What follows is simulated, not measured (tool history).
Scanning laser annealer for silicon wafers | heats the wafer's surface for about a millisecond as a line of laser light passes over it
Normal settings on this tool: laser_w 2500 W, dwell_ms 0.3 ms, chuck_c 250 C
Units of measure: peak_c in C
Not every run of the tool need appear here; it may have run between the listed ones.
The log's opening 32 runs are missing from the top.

run    hour  laser_w  dwell_ms  chuck_c  peak_c
 33   945.5     2500     0.235      287     981
 34   978.2     2591      0.23      239     951
 35   999.2     2527     0.241      259     971
 36  1034.2     2527     0.241      259     964
 37  1062.1     2527     0.241      259     962
 38  1091.6     2495     0.299      242    1021
 39  1111.8     2254     0.284      221     891
 40  1137.9     2442     0.285      238     973

Each row is a separate what-if for the run after 40, all from the same tool condition, not one after another. Results?
  A  1177.5     2442      0.34      238       ?
  B  1177.5     2246     0.255      263       ?
  C  1177.5     2227     0.365      280       ?
  D  1177.5     2500     0.237      238       ?

run  peak_c
  A    1046
  B     885
  C    1031
  D     918
What these runs would have given with no unlogged condition in the tool:
run  peak_c
  A    1067
  B     902
  C    1051
  D     936
